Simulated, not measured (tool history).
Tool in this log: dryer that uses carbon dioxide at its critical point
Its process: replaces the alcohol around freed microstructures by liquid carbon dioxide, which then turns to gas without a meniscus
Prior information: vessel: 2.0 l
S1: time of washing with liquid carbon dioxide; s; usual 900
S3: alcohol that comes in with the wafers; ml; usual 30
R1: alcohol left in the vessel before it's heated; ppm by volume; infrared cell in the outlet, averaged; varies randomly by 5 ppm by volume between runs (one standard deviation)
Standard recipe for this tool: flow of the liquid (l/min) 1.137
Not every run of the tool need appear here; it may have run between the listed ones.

run 1 hour=0 | S1=900 flow_of_the_liquid_(l/min)=1.137 S3=30 | R1=84
run 2 hour=5.3 | S1=900 flow_of_the_liquid_(l/min)=1.137 S3=52 | R1=99
run 3 hour=14.3 | S1=960 flow_of_the_liquid_(l/min)=1.137 S3=30 | R1=82
run 4 hour=20.5 | S1=660 flow_of_the_liquid_(l/min)=1.137 S3=30 | R1=197
run 5 hour=26.4 | S1=900 flow_of_the_liquid_(l/min)=1.137 S3=30 | R1=93
run 6 hour=33 | S1=900 flow_of_the_liquid_(l/min)=1.137 S3=30 | R1=83
run 7 hour=39.8 | S1=900 flow_of_the_liquid_(l/min)=1.137 S3=30 | R1=94
run 8 hour=46.9 | S1=900 flow_of_the_liquid_(l/min)=0.86 S3=30 | R1=197
run 9 hour=56.1 | S1=900 flow_of_the_liquid_(l/min)=0.86 S3=30 | R1=195
run 10 hour=60.5 | S1=900 flow_of_the_liquid_(l/min)=0.86 S3=30 | R1=208
run 11 hour=70.9 | S1=900 flow_of_the_liquid_(l/min)=0.86 S3=30 | R1=205
run 12 hour=79.9 | S1=900 flow_of_the_liquid_(l/min)=0.86 S3=30 | R1=220
run 13 hour=89.2 | S1=900 flow_of_the_liquid_(l/min)=0.86 S3=30 | R1=223
run 14 hour=99.6 | S1=900 flow_of_the_liquid_(l/min)=0.86 S3=30 | R1=224
run 15 hour=107.6 | S1=900 flow_of_the_liquid_(l/min)=0.86 S3=36 | R1=250
run 16 hour=113 | S1=900 flow_of_the_liquid_(l/min)=0.86 S3=36 | R1=268
run 17 hour=119.3 | S1=1020 flow_of_the_liquid_(l/min)=1.137 S3=30 | R1=102
run 18 hour=126.2 | S1=1020 flow_of_the_liquid_(l/min)=1.137 S3=30 | R1=94
run 19 hour=132.8 | S1=1020 flow_of_the_liquid_(l/min)=1.137 S3=30 | R1=116
run 20 hour=141 | S1=780 flow_of_the_liquid_(l/min)=1.137 S3=30 | R1=174
run 21 hour=145.7 | S1=780 flow_of_the_liquid_(l/min)=1.137 S3=20 | R1=148
run 22 hour=153.8 | S1=900 flow_of_the_liquid_(l/min)=1.137 S3=99 | R1=206
run 23 hour=161.2 | S1=960 flow_of_the_liquid_(l/min)=1.24 S3=25 | R1=120
run 24 hour=171.5 | S1=960 flow_of_the_liquid_(l/min)=1.24 S3=25 | R1=106
run 25 hour=179.1 | S1=960 flow_of_the_liquid_(l/min)=1.24 S3=25 | R1=124
run 26 hour=188.2 | S1=540 flow_of_the_liquid_(l/min)=1.48 S3=30 | R1=241
run 27 hour=193.5 | S1=900 flow_of_the_liquid_(l/min)=0.69 S3=50 | R1=852
run 28 hour=200 | S1=660 flow_of_the_liquid_(l/min)=1.85 S3=73 | R1=133
run 29 hour=206.7 | S1=660 flow_of_the_liquid_(l/min)=1.25 S3=37 | R1=270
run 30 hour=213.3 | S1=1140 flow_of_the_liquid_(l/min)=1.07 S3=46 | R1=136
run 31 hour=223 | S1=600 flow_of_the_liquid_(l/min)=1.65 S3=80 | R1=239
run 32 hour=229.5 | S1=1320 flow_of_the_liquid_(l/min)=1.14 S3=80 | R1=119
run 33 hour=238.5 | S1=1020 flow_of_the_liquid_(l/min)=1.69 S3=63 | R1=122
run 34 hour=245.4 | S1=1080 flow_of_the_liquid_(l/min)=1.137 S3=31 | R1=141
run 35 hour=250 | S1=1080 flow_of_the_liquid_(l/min)=1.137 S3=31 | R1=132
run 36 hour=256.7 | S1=1020 flow_of_the_liquid_(l/min)=1.137 S3=22 | R1=145
run 37 hour=262.8 | S1=1020 flow_of_the_liquid_(l/min)=1.28 S3=27 | R1=132
-- hour=264.4 inlet filter changed
run 38 hour=272.3 | S1=1260 flow_of_the_liquid_(l/min)=0.87 S3=35 | R1=141
run 39 hour=282.3 | S1=1260 flow_of_the_liquid_(l/min)=0.87 S3=35 | R1=142
run 40 hour=288.7 | S1=540 flow_of_the_liquid_(l/min)=0.87 S3=35 | R1=1018
run 41 hour=296.5 | S1=540 flow_of_the_liquid_(l/min)=0.87 S3=35 | R1=1011
run 42 hour=301.3 | S1=1080 flow_of_the_liquid_(l/min)=1.59 S3=59 | R1=127
run 43 hour=306.5 | S1=900 flow_of_the_liquid_(l/min)=1.35 S3=30 | R1=129
run 44 hour=313.2 | S1=900 flow_of_the_liquid_(l/min)=1.35 S3=30 | R1=148

5 options for the next run, each taken on its own from the tool as it stands now. Forecast them:
run A hour=320.3 | S1=900 flow_of_the_liquid_(l/min)=1.137 S3=109 | R1=?
run B hour=320.3 | S1=1020 flow_of_the_liquid_(l/min)=0.71 S3=22 | R1=?
run C hour=320.3 | S1=900 flow_of_the_liquid_(l/min)=1.52 S3=28 | R1=?
run D hour=320.3 | S1=900 flow_of_the_liquid_(l/min)=1.76 S3=39 | R1=?
run E hour=320.3 | S1=540 flow_of_the_liquid_(l/min)=0.91 S3=67 | R1=?

run=A R1=213
run=B R1=257
run=C R1=141
run=D R1=134
run=E R1=1731
Take away the tool's hidden state, keep each run's random variation, and the runs would have read:
run=A R1=64
run=B R1=109
run=C R1=9
run=D R1=2
run=E R1=1457
